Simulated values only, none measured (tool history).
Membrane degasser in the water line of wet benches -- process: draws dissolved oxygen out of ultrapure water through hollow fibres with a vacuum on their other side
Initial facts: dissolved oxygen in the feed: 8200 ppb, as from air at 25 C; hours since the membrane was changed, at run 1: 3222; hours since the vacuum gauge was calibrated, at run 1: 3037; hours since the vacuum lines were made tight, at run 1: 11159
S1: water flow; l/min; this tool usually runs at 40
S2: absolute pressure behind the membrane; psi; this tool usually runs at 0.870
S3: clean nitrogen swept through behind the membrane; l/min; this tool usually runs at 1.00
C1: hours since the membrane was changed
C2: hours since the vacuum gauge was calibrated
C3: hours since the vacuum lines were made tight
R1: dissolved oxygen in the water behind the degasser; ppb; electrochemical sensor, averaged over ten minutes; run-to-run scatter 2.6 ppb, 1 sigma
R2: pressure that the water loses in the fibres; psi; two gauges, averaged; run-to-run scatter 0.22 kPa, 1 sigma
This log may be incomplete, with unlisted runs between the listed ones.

run,hour,S1,S2,S3,C1,C2,C3,R1,R2
1,0.0,40,0.870,1.00,3222,3037,11159,263.8,7.658
2,128.6,40,0.856,1.00,3350,3165,11288,260.1,7.587
3,221.1,40,0.870,1.00,3443,3258,11380,269.1,7.683
4,329.3,40,0.870,1.00,3551,3366,11488,267.2,7.690
5,466.6,40,0.870,1.00,3689,3503,11626,268.6,7.690
6,547.6,40,0.632,1.00,3769,3584,11707,141.6,7.648
7,664.8,40,1.036,1.00,3887,3702,11824,351.5,7.612
8,781.7,40,1.036,1.00,4004,3818,11941,360.5,7.709
9,908.8,40,1.036,1.00,4131,3946,12068,357.4,7.728
10,1003.9,40,1.036,1.00,4226,4041,12163,357.9,7.684
11,1075.4,63,0.693,1.00,4297,4112,12234,332.3,12.130
12,1197.0,40,0.731,0.90,4419,4234,12356,212.3,7.736
13,1328.8,42,0.747,0.82,4551,4366,12488,248.6,8.115
14,1385.8,42,0.747,0.82,4608,4423,12545,254.7,8.125
15,1498.5,40,1.033,1.00,4720,4535,12658,363.5,7.670
16,1617.7,40,1.033,1.00,4840,4654,12777,357.0,7.755
17,1684.8,48,1.443,2.58,4907,4722,12844,350.6,9.192
18,1761.2,48,1.443,2.58,4983,4798,12920,346.0,9.300
19,1877.5,48,1.443,0.77,5099,4914,13037,780.0,9.291

Some steps in R1 between neighbouring runs. How much of each would the tool show without its hidden state too (settings, what came in, random variation), and how much is left for the hidden state, with any gauge scatter that isn't in both results?
The tool's hidden condition here consists of: membrane still open, %; true pressure behind the membrane over the reading, kPa; air that leaks in behind the membrane, l/min; drift of the gauge itself on oxygen_ppb, %; drift of the gauge itself on loss_of_pressure_kpa, %.
Run 10 -> 11: S1 40 -> 63, S2 1.036 -> 0.693. R1 -25.6 ppb: hidden state +12.0, all else -37.6.
Run 18 -> 19: S3 2.58 -> 0.77. R1 +434.0 ppb: hidden state +6.5, all else +427.5.

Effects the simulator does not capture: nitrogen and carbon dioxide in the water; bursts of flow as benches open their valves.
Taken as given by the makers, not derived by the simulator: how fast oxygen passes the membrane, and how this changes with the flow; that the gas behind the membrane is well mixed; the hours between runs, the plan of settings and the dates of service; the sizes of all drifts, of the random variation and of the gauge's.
